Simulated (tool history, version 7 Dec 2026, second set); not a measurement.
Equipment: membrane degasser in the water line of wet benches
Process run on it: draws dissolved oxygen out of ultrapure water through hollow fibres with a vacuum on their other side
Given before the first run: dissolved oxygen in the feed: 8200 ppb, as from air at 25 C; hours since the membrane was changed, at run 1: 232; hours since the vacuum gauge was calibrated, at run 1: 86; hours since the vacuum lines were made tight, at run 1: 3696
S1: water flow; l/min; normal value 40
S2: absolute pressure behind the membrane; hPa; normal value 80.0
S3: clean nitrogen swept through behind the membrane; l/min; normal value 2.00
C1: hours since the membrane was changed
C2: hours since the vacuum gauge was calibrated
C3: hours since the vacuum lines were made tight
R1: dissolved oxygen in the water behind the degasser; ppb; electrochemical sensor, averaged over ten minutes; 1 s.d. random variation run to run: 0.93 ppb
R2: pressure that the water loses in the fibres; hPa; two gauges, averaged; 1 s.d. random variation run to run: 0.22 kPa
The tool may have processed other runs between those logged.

run 1 hour=0.0 | S1=40 S2=80.0 S3=2.00 | C1=232 C2=86 C3=3696 | R1=215.2 R2=545.9
run 2 hour=49.6 | S1=40 S2=80.0 S3=2.00 | C1=281 C2=135 C3=3745 | R1=213.7 R2=545.8
run 3 hour=127.7 | S1=40 S2=80.0 S3=2.00 | C1=359 C2=214 C3=3824 | R1=214.1 R2=545.5
run 4 hour=175.2 | S1=40 S2=199.3 S3=2.00 | C1=407 C2=261 C3=3871 | R1=699.3 R2=545.1
run 5 hour=257.7 | S1=40 S2=199.3 S3=2.00 | C1=489 C2=343 C3=3954 | R1=696.0 R2=542.6
run 6 hour=327.2 | S1=40 S2=199.3 S3=2.00 | C1=559 C2=413 C3=4023 | R1=698.9 R2=548.2
run 7 hour=411.7 | S1=40 S2=130.6 S3=2.00 | C1=643 C2=498 C3=4108 | R1=426.4 R2=553.1
run 8 hour=477.8 | S1=40 S2=130.6 S3=2.00 | C1=709 C2=564 C3=4174 | R1=423.8 R2=546.8
run 9 hour=545.3 | S1=27 S2=124.6 S3=1.22 | C1=777 C2=631 C3=4241 | R1=434.6 R2=367.6
run 10 hour=642.6 | S1=52 S2=137.9 S3=2.74 | C1=874 C2=728 C3=4338 | R1=444.4 R2=708.0

Run 11 comes next. What will it give?
run 11 hour=700.0 | S1=52 S2=160.0 S3=1.13 | C1=932 C2=786 C3=4396 | R1=? R2=?

Run 11 yielded R1 1049.6 ppb, R2 710.3 hPa.
The same run, on a tool lacking any hidden state, would have yielded R1 1045.5 ppb, R2 706.3 hPa.

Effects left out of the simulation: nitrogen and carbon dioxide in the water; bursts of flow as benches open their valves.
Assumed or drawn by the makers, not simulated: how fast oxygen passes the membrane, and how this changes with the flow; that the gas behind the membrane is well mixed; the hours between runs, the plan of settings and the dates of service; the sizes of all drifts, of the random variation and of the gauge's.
